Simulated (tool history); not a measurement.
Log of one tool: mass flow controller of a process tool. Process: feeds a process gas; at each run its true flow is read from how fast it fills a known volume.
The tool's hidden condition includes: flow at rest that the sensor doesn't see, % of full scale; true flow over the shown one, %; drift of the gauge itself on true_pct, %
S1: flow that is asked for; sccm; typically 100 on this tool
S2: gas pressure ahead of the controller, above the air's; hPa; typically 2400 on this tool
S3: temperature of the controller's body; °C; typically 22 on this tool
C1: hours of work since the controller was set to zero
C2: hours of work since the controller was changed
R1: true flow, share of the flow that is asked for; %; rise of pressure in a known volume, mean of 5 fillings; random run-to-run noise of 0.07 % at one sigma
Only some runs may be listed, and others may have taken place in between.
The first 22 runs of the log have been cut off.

Run 23, hour 1913.6: usual settings but S3 33 °C; C1 2483; C2 2483. Result: R1 98.57 %.
Run 24, hour 2031.4: usual settings but S3 33 °C; C1 2564; C2 2564. Result: R1 98.52 %.
Run 25, hour 2104.1: usual settings but S1 136 sccm, S3 33 °C; C1 2614; C2 2614. Result: R1 99.2 %.
Run 26, hour 2177: usual settings but S1 26 sccm, S2 2120 hPa, S3 20 °C; C1 2665; C2 2665. Result: R1 91.57 %.
Run 27, hour 2261.8: usual settings but S1 92 sccm, S2 1690 hPa, S3 28 °C; C1 2723; C2 2723. Result: R1 97.51 %.
Run 28, hour 2354.5: usual settings but S1 34 sccm, S2 1550 hPa, S3 27 °C; C1 2787; C2 2787. Result: R1 93.13 %.
Run 29, hour 2420.6: usual settings but S1 34 sccm, S2 1550 hPa, S3 27 °C; C1 2832; C2 2832. Result: R1 93.09 %.
Run 30, hour 2484.4: usual settings but S2 1500 hPa, S3 33 °C; C1 2876; C2 2876. Result: R1 97.78 %.
Run 31, hour 2608.4: usual settings but S2 1500 hPa, S3 33 °C; C1 2962; C2 2962. Result: R1 97.73 %.
Run 32, hour 2675.8: usual settings but S2 1500 hPa, S3 33 °C; C1 3008; C2 3008. Result: R1 97.86 %.
Run 33, hour 2760.9: usual settings but S2 1500 hPa, S3 33 °C; C1 3066; C2 3066. Result: R1 97.71 %.
Run 34, hour 2867.2: usual settings but S2 1500 hPa, S3 33 °C; C1 3140; C2 3140. Result: R1 97.69 %.
Run 35, hour 2941.7: usual settings but S2 1500 hPa, S3 33 °C; C1 3191; C2 3191. Result: R1 97.74 %.
Run 36, hour 3022.3: usual settings but S2 1500 hPa, S3 33 °C; C1 3246; C2 3246. Result: R1 97.63 %.
Run 37, hour 3136.1: usual settings but S2 1500 hPa, S3 33 °C; C1 3325; C2 3325. Result: R1 97.48 %.
Run 38, hour 3226.5: usual settings but S1 54 sccm, S2 2480 hPa, S3 37 °C; C1 3387; C2 3387. Result: R1 95.77 %.
Run 39, hour 3319.4: usual settings but S1 32 sccm, S2 1730 hPa, S3 37 °C; C1 3451; C2 3451. Result: R1 92.18 %.
Run 40, hour 3376.4: usual settings but S1 88 sccm, S2 2250 hPa; C1 3490; C2 3490. Result: R1 96.83 %.
Run 41, hour 3492.4: usual settings but S2 1850 hPa, S3 32 °C; C1 3570; C2 3570. Result: R1 97.56 %.

Consider 4 possible next runs. They are alternatives, not a sequence: every one starts from the tool as it was left by run 41. What does each give?
Run A, hour 3547.6: usual settings but S1 185 sccm, S2 1700 hPa, S3 37 °C; C1 3608; C2 3608. Result: R1 ?.
Run B, hour 3547.6: usual settings but S2 1410 hPa, S3 35 °C; C1 3608; C2 3608. Result: R1 ?.
Run C, hour 3547.6: usual settings but S1 24 sccm, S3 23 °C; C1 3608; C2 3608. Result: R1 ?.
Run D, hour 3547.6: usual settings but S1 63 sccm, S2 1770 hPa, S3 21 °C; C1 3608; C2 3608. Result: R1 ?.

run     R1
  A   99.7
  B  97.49
  C  88.71
  D  95.16
What these runs would have given with no unlogged condition in the tool:
run      R1
  A  100.37
  B   99.29
  C   98.35
  D   98.42

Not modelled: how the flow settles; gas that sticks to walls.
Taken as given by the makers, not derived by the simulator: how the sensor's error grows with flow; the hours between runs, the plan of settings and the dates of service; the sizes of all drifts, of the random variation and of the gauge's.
